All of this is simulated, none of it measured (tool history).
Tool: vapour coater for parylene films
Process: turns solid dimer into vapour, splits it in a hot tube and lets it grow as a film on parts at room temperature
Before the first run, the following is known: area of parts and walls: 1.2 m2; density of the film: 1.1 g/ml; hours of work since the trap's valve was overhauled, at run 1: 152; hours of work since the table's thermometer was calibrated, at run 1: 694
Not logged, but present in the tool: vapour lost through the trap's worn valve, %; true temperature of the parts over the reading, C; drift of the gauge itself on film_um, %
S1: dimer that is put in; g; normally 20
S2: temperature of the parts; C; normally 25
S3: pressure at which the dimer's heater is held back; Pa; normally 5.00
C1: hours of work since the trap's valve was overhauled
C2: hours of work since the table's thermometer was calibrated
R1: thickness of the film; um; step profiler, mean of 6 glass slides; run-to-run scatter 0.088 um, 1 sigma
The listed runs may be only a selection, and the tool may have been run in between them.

Run 1, hour 0.0: usual settings; C1 152; C2 694. Result: R1 10.12 um.
Run 2, hour 12.8: usual settings; C1 162; C2 704. Result: R1 10.08 um.
Run 3, hour 28.2: usual settings; C1 173; C2 715. Result: R1 9.97 um.
Run 4, hour 50.3: usual settings; C1 189; C2 731. Result: R1 10.13 um.
Run 5, hour 76.0: usual settings; C1 208; C2 750. Result: R1 10.08 um.
Run 6, hour 101.0: usual settings; C1 226; C2 768. Result: R1 9.98 um.
Run 7, hour 117.4: usual settings; C1 238; C2 780. Result: R1 9.91 um.
Run 8, hour 136.6: usual settings; C1 252; C2 794. Result: R1 9.88 um.
Run 9, hour 160.3: usual settings; C1 270; C2 812. Result: R1 9.88 um.
Run 10, hour 182.6: usual settings; C1 286; C2 828. Result: R1 9.65 um.
At hour 199.2: trap's valve overhauled.
Run 11, hour 199.2: usual settings; C1 0; C2 837. Result: R1 10.82 um.
Run 12, hour 219.2: usual settings; C1 15; C2 852. Result: R1 10.69 um.
Run 13, hour 234.4: usual settings; C1 26; C2 863. Result: R1 10.57 um.
Run 14, hour 260.4: usual settings but S2 24 C; C1 45; C2 882. Result: R1 10.87 um.
Run 15, hour 274.6: usual settings but S2 35 C; C1 55; C2 893. Result: R1 9.02 um.
Run 16, hour 300.9: usual settings; C1 75; C2 912. Result: R1 10.57 um.
Run 17, hour 326.2: usual settings; C1 93; C2 930. Result: R1 10.31 um.
Run 18, hour 346.1: usual settings; C1 108; C2 945. Result: R1 10.20 um.
Run 19, hour 366.4: usual settings; C1 123; C2 960. Result: R1 10.24 um.
Run 20, hour 384.2: usual settings but S1 27 g, S2 24 C, S3 3.00 Pa; C1 136; C2 973. Result: R1 15.86 um.
Run 21, hour 399.4: usual settings but S1 24 g, S2 24 C, S3 11.99 Pa; C1 147; C2 984. Result: R1 10.26 um.
Run 22, hour 423.5: usual settings but S1 21 g; C1 164; C2 1002. Result: R1 10.59 um.
Run 23, hour 440.2: usual settings but S1 17 g, S2 21 C; C1 177; C2 1014. Result: R1 9.01 um.
Run 24, hour 463.7: usual settings but S1 25 g, S2 26 C; C1 194; C2 1031. Result: R1 12.50 um.
Run 25, hour 485.6: usual settings but S1 34 g, S2 29 C, S3 2.68 Pa; C1 210; C2 1047. Result: R1 18.61 um.
Run 26, hour 498.2: usual settings but S1 34 g, S2 29 C, S3 2.68 Pa; C1 219; C2 1056. Result: R1 18.61 um.
Run 27, hour 515.5: usual settings but S1 34 g, S2 22 C, S3 3.15 Pa; C1 232; C2 1069. Result: R1 19.57 um.
Run 28, hour 535.1: usual settings but S1 14 g, S2 24 C, S3 3.51 Pa; C1 246; C2 1084. Result: R1 7.63 um.
Run 29, hour 561.2: usual settings but S1 16 g; C1 265; C2 1103. Result: R1 7.76 um.
Run 30, hour 574.3: usual settings but S1 16 g; C1 275; C2 1112. Result: R1 7.75 um.
Run 31, hour 589.6: usual settings but S1 16 g, S3 4.16 Pa; C1 286; C2 1123. Result: R1 8.15 um.
At hour 606.2: trap's valve overhauled.
Run 32, hour 611.3: usual settings but S2 33 C; C1 4; C2 1136. Result: R1 9.53 um.
Run 33, hour 624.9: usual settings but S2 33 C; C1 14; C2 1146. Result: R1 9.61 um.
Run 34, hour 645.6: usual settings but S2 33 C; C1 29; C2 1162. Result: R1 9.44 um.
Run 35, hour 657.7: usual settings but S2 33 C; C1 38; C2 1170. Result: R1 9.42 um.
Run 36, hour 684.0: usual settings but S2 20 C, S3 4.46 Pa; C1 57; C2 1190. Result: R1 11.79 um.
Run 37, hour 705.7: usual settings but S2 20 C, S3 4.46 Pa; C1 73; C2 1206. Result: R1 11.60 um.

What if the next run were any one of these 5? Each begins from the tool's condition after run 37:
Run A, hour 721.4: usual settings but S3 7.87 Pa; C1 84; C2 1217. Result: R1 ?.
Run B, hour 721.4: usual settings but S2 29 C, S3 2.69 Pa; C1 84; C2 1217. Result: R1 ?.
Run C, hour 721.4: usual settings but S1 9 g, S2 33 C, S3 5.47 Pa; C1 84; C2 1217. Result: R1 ?.
Run D, hour 721.4: usual settings but S3 2.56 Pa; C1 84; C2 1217. Result: R1 ?.
Run E, hour 721.4: usual settings but S1 25 g, S2 33 C; C1 84; C2 1217. Result: R1 ?.

run     R1
  A   9.38
  B  11.51
  C   4.14
  D  12.28
  E  11.70
Take away the tool's hidden state, keep each run's random variation, and the runs would have read:
run     R1
  A   9.56
  B  11.73
  C   4.22
  D  12.51
  E  11.92
